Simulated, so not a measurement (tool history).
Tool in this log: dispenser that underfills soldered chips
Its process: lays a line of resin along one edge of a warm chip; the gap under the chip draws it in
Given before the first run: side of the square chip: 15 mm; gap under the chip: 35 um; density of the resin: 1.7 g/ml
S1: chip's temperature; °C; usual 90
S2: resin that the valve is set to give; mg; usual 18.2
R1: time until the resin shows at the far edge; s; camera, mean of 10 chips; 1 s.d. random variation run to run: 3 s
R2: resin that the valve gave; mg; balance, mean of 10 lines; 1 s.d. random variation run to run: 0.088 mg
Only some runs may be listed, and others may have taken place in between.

{"run": 1, "hour": 0.0, "S1": 90, "S2": 18.2, "R1": 689, "R2": 17.89}
{"hour": 1.7, "done": "new syringe of resin"}
{"run": 2, "hour": 4.3, "S1": 90, "S2": 18.2, "R1": 351.3, "R2": 17.98}
{"run": 3, "hour": 8.2, "S1": 90, "S2": 18.2, "R1": 445.2, "R2": 17.9}
{"run": 4, "hour": 14.6, "S1": 90, "S2": 18.2, "R1": 665.2, "R2": 17.94}
{"hour": 16.6, "done": "new syringe of resin"}
{"run": 5, "hour": 18.5, "S1": 90, "S2": 18.2, "R1": 334.2, "R2": 17.79}
{"run": 6, "hour": 25.1, "S1": 90, "S2": 18.2, "R1": 505.8, "R2": 17.65}
{"run": 7, "hour": 30.3, "S1": 90, "S2": 18.2, "R1": 715.8, "R2": 17.73}
{"hour": 31.4, "done": "new syringe of resin"}
{"run": 8, "hour": 34.9, "S1": 90, "S2": 18.2, "R1": 366.8, "R2": 17.58}
{"run": 9, "hour": 38.0, "S1": 90, "S2": 18.2, "R1": 443.2, "R2": 17.55}
{"run": 10, "hour": 41.4, "S1": 90, "S2": 18.2, "R1": 553.6, "R2": 17.55}
{"run": 11, "hour": 44.4, "S1": 90, "S2": 18.2, "R1": 680, "R2": 17.5}
{"hour": 46.4, "done": "new syringe of resin"}
{"run": 12, "hour": 47.8, "S1": 90, "S2": 18.2, "R1": 325.9, "R2": 17.53}
{"run": 13, "hour": 53.3, "S1": 90, "S2": 18.2, "R1": 462.5, "R2": 17.41}
{"run": 14, "hour": 58.6, "S1": 90, "S2": 18.2, "R1": 662.8, "R2": 17.33}
{"hour": 61.6, "done": "new syringe of resin"}
{"hour": 65.1, "done": "dispensing valve cleaned and set on the balance"}
{"run": 15, "hour": 65.1, "S1": 90, "S2": 18.2, "R1": 338.5, "R2": 18.26}
{"run": 16, "hour": 71.3, "S1": 90, "S2": 18.2, "R1": 510.7, "R2": 18.01}
{"run": 17, "hour": 76.0, "S1": 92, "S2": 18.2, "R1": 641.2, "R2": 18.04}
{"hour": 77.7, "done": "new syringe of resin"}
{"run": 18, "hour": 80.6, "S1": 90, "S2": 18.2, "R1": 346.7, "R2": 18.02}
{"run": 19, "hour": 83.6, "S1": 90, "S2": 18.2, "R1": 418.7, "R2": 18.06}
{"run": 20, "hour": 89.3, "S1": 90, "S2": 18.2, "R1": 609.7, "R2": 18.08}
{"hour": 92.5, "done": "new syringe of resin"}
{"run": 21, "hour": 95.1, "S1": 79, "S2": 17.9, "R1": 496.5, "R2": 17.72}
{"run": 22, "hour": 98.4, "S1": 100, "S2": 21.5, "R1": 296.2, "R2": 21.11}
{"run": 23, "hour": 103.0, "S1": 100, "S2": 21.5, "R1": 397.4, "R2": 20.98}
{"hour": 107.4, "done": "new syringe of resin"}
{"run": 24, "hour": 107.4, "S1": 76, "S2": 17.3, "R1": 466.5, "R2": 16.79}
{"run": 25, "hour": 110.3, "S1": 90, "S2": 22.6, "R1": 331.2, "R2": 21.89}
{"run": 26, "hour": 116.2, "S1": 90, "S2": 22.6, "R1": 484.1, "R2": 21.83}
{"hour": 122.0, "done": "new syringe of resin"}
{"run": 27, "hour": 122.4, "S1": 89, "S2": 16.6, "R1": 312.1, "R2": 16.04}
{"run": 28, "hour": 126.9, "S1": 75, "S2": 22.5, "R1": 617.6, "R2": 21.72}
{"run": 29, "hour": 133.1, "S1": 96, "S2": 20, "R1": 484.3, "R2": 19.21}
{"hour": 137.0, "done": "new syringe of resin"}
{"run": 30, "hour": 137.8, "S1": 94, "S2": 20.6, "R1": 262.7, "R2": 19.8}
{"run": 31, "hour": 143.2, "S1": 94, "S2": 20.6, "R1": 370.6, "R2": 19.68}
{"run": 32, "hour": 147.1, "S1": 77, "S2": 20.6, "R1": 841.5, "R2": 19.68}
{"hour": 151.0, "done": "dispensing valve cleaned and set on the balance"}
{"hour": 152.8, "done": "new syringe of resin"}
{"run": 33, "hour": 153.0, "S1": 92, "S2": 18.9, "R1": 271.8, "R2": 18.85}
{"run": 34, "hour": 157.1, "S1": 77, "S2": 19, "R1": 583.2, "R2": 19.14}
{"run": 35, "hour": 160.9, "S1": 104, "S2": 18.1, "R1": 316, "R2": 18.13}

3 ways to go on from here, each from the tool as it stands after run 35. What would each give?
{"run": "A", "hour": 166.7, "S1": 96, "S2": 18.2, "R1": "?", "R2": "?"}
{"run": "B", "hour": 166.7, "S1": 89, "S2": 19.1, "R1": "?", "R2": "?"}
{"run": "C", "hour": 166.7, "S1": 77, "S2": 21.4, "R1": "?", "R2": "?"}

run=A R1=597.1 R2=18.06
run=B R1=731 R2=19.04
run=C R1=1050.9 R2=21.37
Stripped of hidden state, with their random variation kept, the same runs would have yielded:
run=A R1=251.9 R2=18.14
run=B R1=308.8 R2=19.12
run=C R1=445.7 R2=21.47

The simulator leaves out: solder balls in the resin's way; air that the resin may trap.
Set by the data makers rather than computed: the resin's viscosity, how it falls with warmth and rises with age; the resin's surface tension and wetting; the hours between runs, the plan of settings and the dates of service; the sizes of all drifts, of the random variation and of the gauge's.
